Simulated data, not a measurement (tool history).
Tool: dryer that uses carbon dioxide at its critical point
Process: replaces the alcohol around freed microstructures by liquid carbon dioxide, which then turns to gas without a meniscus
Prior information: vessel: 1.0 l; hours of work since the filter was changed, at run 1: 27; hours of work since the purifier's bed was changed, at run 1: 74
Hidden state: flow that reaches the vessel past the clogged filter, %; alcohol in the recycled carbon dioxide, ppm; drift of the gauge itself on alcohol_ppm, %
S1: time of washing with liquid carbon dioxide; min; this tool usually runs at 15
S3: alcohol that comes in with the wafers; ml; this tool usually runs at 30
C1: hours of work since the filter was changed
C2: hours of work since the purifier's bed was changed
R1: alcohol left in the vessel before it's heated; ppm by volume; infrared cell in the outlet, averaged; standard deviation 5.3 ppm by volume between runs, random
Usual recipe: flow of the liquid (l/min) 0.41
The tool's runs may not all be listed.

{"run": 1, "hour": 0.0, "S1": 15, "flow of the liquid (l/min)": 0.41, "S3": 30, "C1": 27, "C2": 74, "R1": 167}
{"run": 2, "hour": 23.0, "S1": 22, "flow of the liquid (l/min)": 0.41, "S3": 30, "C1": 43, "C2": 90, "R1": 38}
{"run": 3, "hour": 51.2, "S1": 11, "flow of the liquid (l/min)": 0.41, "S3": 30, "C1": 63, "C2": 109, "R1": 661}
{"run": 4, "hour": 73.5, "S1": 11, "flow of the liquid (l/min)": 0.41, "S3": 30, "C1": 79, "C2": 125, "R1": 704}
{"run": 5, "hour": 93.2, "S1": 15, "flow of the liquid (l/min)": 0.41, "S3": 30, "C1": 93, "C2": 139, "R1": 200}
{"run": 6, "hour": 113.4, "S1": 15, "flow of the liquid (l/min)": 0.41, "S3": 30, "C1": 107, "C2": 153, "R1": 232}
{"run": 7, "hour": 145.1, "S1": 15, "flow of the liquid (l/min)": 0.41, "S3": 30, "C1": 129, "C2": 175, "R1": 252}
{"run": 8, "hour": 185.9, "S1": 15, "flow of the liquid (l/min)": 0.41, "S3": 30, "C1": 158, "C2": 204, "R1": 306}
{"run": 9, "hour": 213.6, "S1": 15, "flow of the liquid (l/min)": 0.41, "S3": 30, "C1": 177, "C2": 223, "R1": 327}
{"hour": 223.7, "done": "inlet filter changed"}
{"run": 10, "hour": 254.0, "S1": 15, "flow of the liquid (l/min)": 0.41, "S3": 30, "C1": 21, "C2": 251, "R1": 197}
{"run": 11, "hour": 274.5, "S1": 15, "flow of the liquid (l/min)": 0.41, "S3": 30, "C1": 36, "C2": 265, "R1": 199}
{"run": 12, "hour": 306.5, "S1": 15, "flow of the liquid (l/min)": 0.41, "S3": 30, "C1": 58, "C2": 288, "R1": 220}
{"run": 13, "hour": 344.8, "S1": 15, "flow of the liquid (l/min)": 0.41, "S3": 30, "C1": 85, "C2": 315, "R1": 238}
{"run": 14, "hour": 376.3, "S1": 20, "flow of the liquid (l/min)": 0.542, "S3": 91, "C1": 107, "C2": 337, "R1": 71}
{"run": 15, "hour": 394.0, "S1": 20, "flow of the liquid (l/min)": 0.542, "S3": 91, "C1": 119, "C2": 349, "R1": 76}
{"run": 16, "hour": 425.1, "S1": 20, "flow of the liquid (l/min)": 0.542, "S3": 91, "C1": 141, "C2": 371, "R1": 77}
{"run": 17, "hour": 442.6, "S1": 9, "flow of the liquid (l/min)": 0.41, "S3": 92, "C1": 153, "C2": 383, "R1": 5496}
{"run": 18, "hour": 474.2, "S1": 10, "flow of the liquid (l/min)": 0.41, "S3": 92, "C1": 176, "C2": 405, "R1": 4133}
{"hour": 486.7, "done": "inlet filter changed"}
{"run": 19, "hour": 515.5, "S1": 10, "flow of the liquid (l/min)": 0.324, "S3": 92, "C1": 20, "C2": 434, "R1": 5471}
{"run": 20, "hour": 538.7, "S1": 10, "flow of the liquid (l/min)": 0.261, "S3": 33, "C1": 36, "C2": 450, "R1": 3718}
{"run": 21, "hour": 576.9, "S1": 12, "flow of the liquid (l/min)": 0.261, "S3": 29, "C1": 63, "C2": 476, "R1": 2281}
{"run": 22, "hour": 608.6, "S1": 12, "flow of the liquid (l/min)": 0.348, "S3": 84, "C1": 85, "C2": 499, "R1": 2641}
{"run": 23, "hour": 642.8, "S1": 12, "flow of the liquid (l/min)": 0.348, "S3": 84, "C1": 109, "C2": 523, "R1": 2887}
{"run": 24, "hour": 664.0, "S1": 12, "flow of the liquid (l/min)": 0.348, "S3": 84, "C1": 124, "C2": 538, "R1": 3136}
{"run": 25, "hour": 694.2, "S1": 15, "flow of the liquid (l/min)": 0.528, "S3": 21, "C1": 145, "C2": 559, "R1": 138}

Consider 4 possible next runs. They are alternatives, not a sequence: every one starts from the tool as it was left by run 25. What does each give?
{"run": "A", "hour": 719.3, "S1": 11, "flow of the liquid (l/min)": 0.41, "S3": 64, "C1": 163, "C2": 576, "R1": "?"}
{"run": "B", "hour": 719.3, "S1": 15, "flow of the liquid (l/min)": 0.313, "S3": 28, "C1": 163, "C2": 576, "R1": "?"}
{"run": "C", "hour": 719.3, "S1": 15, "flow of the liquid (l/min)": 0.672, "S3": 22, "C1": 163, "C2": 576, "R1": "?"}
{"run": "D", "hour": 719.3, "S1": 15, "flow of the liquid (l/min)": 0.528, "S3": 49, "C1": 163, "C2": 576, "R1": "?"}

run=A R1=2023
run=B R1=870
run=C R1=112
run=D R1=208
Had the tool no hidden state, the same runs would have come out as:
run=A R1=1094
run=B R1=432
run=C R1=7
run=D R1=46

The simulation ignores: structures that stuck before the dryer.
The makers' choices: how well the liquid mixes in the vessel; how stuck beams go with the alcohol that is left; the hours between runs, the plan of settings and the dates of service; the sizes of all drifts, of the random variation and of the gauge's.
